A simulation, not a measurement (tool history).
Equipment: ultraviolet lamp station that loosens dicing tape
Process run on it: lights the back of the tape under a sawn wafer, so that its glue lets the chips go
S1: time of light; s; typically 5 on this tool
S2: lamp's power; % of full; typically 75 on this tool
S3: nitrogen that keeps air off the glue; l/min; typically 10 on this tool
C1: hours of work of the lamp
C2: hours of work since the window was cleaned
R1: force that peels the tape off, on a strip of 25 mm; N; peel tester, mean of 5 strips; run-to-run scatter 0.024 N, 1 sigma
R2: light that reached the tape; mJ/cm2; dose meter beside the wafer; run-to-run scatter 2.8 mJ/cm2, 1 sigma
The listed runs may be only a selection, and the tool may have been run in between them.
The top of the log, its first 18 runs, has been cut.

| run | hour | S1 | S2 | S3 | C1 | C2 | R1 | R2 |
|---|---|---|---|---|---|---|---|---|
| 19 | 829.6 | 10 | 75 | 10 | 812 | 239 | 0.796 | 470 |
| 20 | 856.4 | 5 | 62 | 10 | 830 | 257 | 3.785 | 187 |
| 21 | 914.4 | 5 | 62 | 10 | 869 | 296 | 3.952 | 184 |
|  | 941.8 | window cleaned of glue's vapour |
| 22 | 951.5 | 2 | 75 | 10 | 894 | 7 | 6.637 | 100 |
| 23 | 999.5 | 6 | 73 | 10 | 927 | 39 | 2.285 | 275 |
| 24 | 1033.8 | 4 | 99 | 6 | 950 | 62 | 3.422 | 245 |
| 25 | 1082.9 | 4 | 99 | 6 | 983 | 96 | 3.564 | 231 |
| 26 | 1136.0 | 4 | 99 | 9 | 1019 | 132 | 3.138 | 224 |
|  | 1198.5 | lamp changed |
| 27 | 1199.0 | 6 | 99 | 9 | 0 | 174 | 0.546 | 569 |

Run 28 has not been measured yet. What should we expect?
| 28 | 1243.5 | 6 | 99 | 9 | 30 | 204 | ? | ? |

R1: 0.591 N
R2: 552 mJ/cm2
The same run, on a tool lacking any hidden state, would have yielded R1 0.444 N, R2 623 mJ/cm2.
